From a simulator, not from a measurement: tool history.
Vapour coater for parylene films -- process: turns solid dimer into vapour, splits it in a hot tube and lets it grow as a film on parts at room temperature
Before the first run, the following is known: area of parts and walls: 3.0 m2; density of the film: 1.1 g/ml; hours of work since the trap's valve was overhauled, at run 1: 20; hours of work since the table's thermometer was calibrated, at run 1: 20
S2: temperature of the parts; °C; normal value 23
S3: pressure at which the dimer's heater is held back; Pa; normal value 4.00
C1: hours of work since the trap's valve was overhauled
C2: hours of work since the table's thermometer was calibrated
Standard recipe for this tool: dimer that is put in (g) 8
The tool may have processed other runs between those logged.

Run 1, hour 0.0: usual settings; C1 20; C2 20. Result: thickness of the film (nm) 1770.
Run 2, hour 43.1: usual settings; C1 53; C2 53. Result: thickness of the film (nm) 1780.
Run 3, hour 113.8: usual settings but S3 8.67 Pa; C1 108; C2 108. Result: thickness of the film (nm) 1480.
Run 4, hour 181.1: usual settings but S3 8.67 Pa; C1 160; C2 160. Result: thickness of the film (nm) 1480.
Run 5, hour 233.6: usual settings; C1 200; C2 200. Result: thickness of the film (nm) 1670.
Run 6, hour 270.2: usual settings; C1 228; C2 228. Result: thickness of the film (nm) 1660.
Run 7, hour 311.0: usual settings but dimer that is put in (g) 4; C1 260; C2 260. Result: thickness of the film (nm) 810.
Run 8, hour 354.3: usual settings but S2 32 °C; C1 293; C2 293. Result: thickness of the film (nm) 1400.
Run 9, hour 402.4: usual settings but S2 27 °C; C1 331; C2 331. Result: thickness of the film (nm) 1520.
Run 10, hour 450.1: usual settings but S2 27 °C; C1 367; C2 367. Result: thickness of the film (nm) 1460.
Run 11, hour 491.5: usual settings but S3 9.11 Pa; C1 400; C2 400. Result: thickness of the film (nm) 1380.
Run 12, hour 543.0: usual settings but S3 9.11 Pa; C1 439; C2 439. Result: thickness of the film (nm) 1290.
Run 13, hour 584.3: usual settings but S3 4.60 Pa; C1 471; C2 471. Result: thickness of the film (nm) 1540.
Run 14, hour 622.5: usual settings but dimer that is put in (g) 10, S3 4.60 Pa; C1 501; C2 501. Result: thickness of the film (nm) 1880.
At hour 651.5: trap's valve overhauled.
Run 15, hour 670.2: usual settings but S3 7.43 Pa; C1 14; C2 534. Result: thickness of the film (nm) 1560.
Run 16, hour 717.6: usual settings but S3 7.43 Pa; C1 51; C2 571. Result: thickness of the film (nm) 1540.
Run 17, hour 749.1: usual settings but S3 7.43 Pa; C1 75; C2 595. Result: thickness of the film (nm) 1510.
Run 18, hour 794.1: usual settings but S3 4.37 Pa; C1 110; C2 630. Result: thickness of the film (nm) 1680.
Run 19, hour 846.7: usual settings but S3 4.37 Pa; C1 151; C2 671. Result: thickness of the film (nm) 1690.
Run 20, hour 877.3: usual settings but S3 4.37 Pa; C1 174; C2 694. Result: thickness of the film (nm) 1690.
Run 21, hour 935.3: usual settings but S3 3.55 Pa; C1 219; C2 739. Result: thickness of the film (nm) 1750.
Run 22, hour 987.7: usual settings but S3 3.55 Pa; C1 260; C2 780. Result: thickness of the film (nm) 1710.
Run 23, hour 1040.9: usual settings but dimer that is put in (g) 6, S2 15 °C, S3 2.42 Pa; C1 301; C2 821. Result: thickness of the film (nm) 1620.
Run 24, hour 1086.9: usual settings but dimer that is put in (g) 4, S2 24 °C; C1 336; C2 856. Result: thickness of the film (nm) 820.
Run 25, hour 1116.8: usual settings but dimer that is put in (g) 13, S2 20 °C, S3 2.32 Pa; C1 359; C2 879. Result: thickness of the film (nm) 3160.
Run 26, hour 1167.1: usual settings but dimer that is put in (g) 4, S2 34 °C, S3 4.20 Pa; C1 398; C2 918. Result: thickness of the film (nm) 610.
Run 27, hour 1234.7: usual settings but dimer that is put in (g) 5, S2 26 °C, S3 4.41 Pa; C1 450; C2 971. Result: thickness of the film (nm) 870.
At hour 1285.1: table's thermometer calibrated.
Run 28, hour 1285.4: usual settings but dimer that is put in (g) 4, S2 26 °C, S3 11.51 Pa; C1 489; C2 0. Result: thickness of the film (nm) 580.
At hour 1327.7: trap's valve overhauled.
Run 29, hour 1356.4: usual settings but S2 17 °C, S3 8.38 Pa; C1 22; C2 52. Result: thickness of the film (nm) 1740.
Run 30, hour 1388.2: usual settings but dimer that is put in (g) 7, S3 8.93 Pa; C1 47; C2 77. Result: thickness of the film (nm) 1290.
Run 31, hour 1454.7: usual settings but dimer that is put in (g) 13, S3 7.85 Pa; C1 98; C2 128. Result: thickness of the film (nm) 2440.
Run 32, hour 1485.1: usual settings but dimer that is put in (g) 3, S2 20 °C, S3 10.81 Pa; C1 122; C2 151. Result: thickness of the film (nm) 560.
Run 33, hour 1549.8: usual settings but dimer that is put in (g) 5, S2 18 °C, S3 9.15 Pa; C1 172; C2 201. Result: thickness of the film (nm) 970.
Run 34, hour 1612.6: usual settings but dimer that is put in (g) 6, S2 19 °C, S3 10.15 Pa; C1 220; C2 250. Result: thickness of the film (nm) 1150.
Run 35, hour 1668.9: usual settings but dimer that is put in (g) 6, S3 2.87 Pa; C1 264; C2 293. Result: thickness of the film (nm) 1300.

Selected run-to-run steps in thickness of the film (nm), each split into two signed amounts: the part the tool would show with no hidden state at all (from settings, incoming material and random variation), and the remainder, which goes to the hidden state together with any gauge scatter not common to the measured and the hidden-state-free results:
What the log doesn't record here: vapour lost through the trap's worn valve, %; true temperature of the parts over the reading, C; drift of the gauge itself on film_um, %.
Run 14 -> 15: dimer that is put in (g) 10 -> 8, S3 4.60 -> 7.43, trap's valve overhauled. thickness of the film (nm) -320: hidden state +240, all else -560.
Run 24 -> 25: dimer that is put in (g) 4 -> 13, S2 24 -> 20, S3 4.00 -> 2.32. thickness of the film (nm) +2340: hidden state -260, all else +2600.
Run 25 -> 26: dimer that is put in (g) 13 -> 4, S2 20 -> 34, S3 2.32 -> 4.20. thickness of the film (nm) -2550: hidden state +270, all else -2820.
Run 31 -> 32: dimer that is put in (g) 13 -> 3, S2 23 -> 20, S3 7.85 -> 10.81. thickness of the film (nm) -1880: hidden state +40, all else -1920.
